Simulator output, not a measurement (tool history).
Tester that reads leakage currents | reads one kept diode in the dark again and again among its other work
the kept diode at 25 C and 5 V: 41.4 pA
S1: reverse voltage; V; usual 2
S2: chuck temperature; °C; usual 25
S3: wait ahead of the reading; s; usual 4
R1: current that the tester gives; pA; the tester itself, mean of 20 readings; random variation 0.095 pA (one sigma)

run,day,S1,S2,S3,R1
1,0,2,25,4,29.05
2,1.3,2,43,4,113.49
3,1.933,2,43,4,113.18
4,2.829,2,43,4,113.58
5,4.017,2,43,4,112.96
6,4.771,13.57,25,4,83.09
7,5.8,13.57,25,4,83.04
8,7.083,13.57,25,5.52,83.17
9,8.304,5.6,30,0.91,74.84
10,9.088,1.41,41,3.08,82.77
11,9.629,5.2,34,6.73,94.87

Some steps in R1 between neighbouring runs. How much of each would the tool show without its hidden state too (settings, what came in, random variation), and how much is left for the hidden state, with any gauge scatter that isn't in both results?
The hidden state here: stray current of the dirty probe card, pA a volt; current scale over the true one, %; true chuck temperature over the reading, C; drift of the gauge itself on leakage_pa, %.
Run 1 -> 2: S2 25 -> 43. R1 +84.44 pA: hidden state +1.35, all else +83.09.
Run 5 -> 6: S1 2 -> 13.57, S2 43 -> 25. R1 -29.87 pA: hidden state +11.13, all else -41.

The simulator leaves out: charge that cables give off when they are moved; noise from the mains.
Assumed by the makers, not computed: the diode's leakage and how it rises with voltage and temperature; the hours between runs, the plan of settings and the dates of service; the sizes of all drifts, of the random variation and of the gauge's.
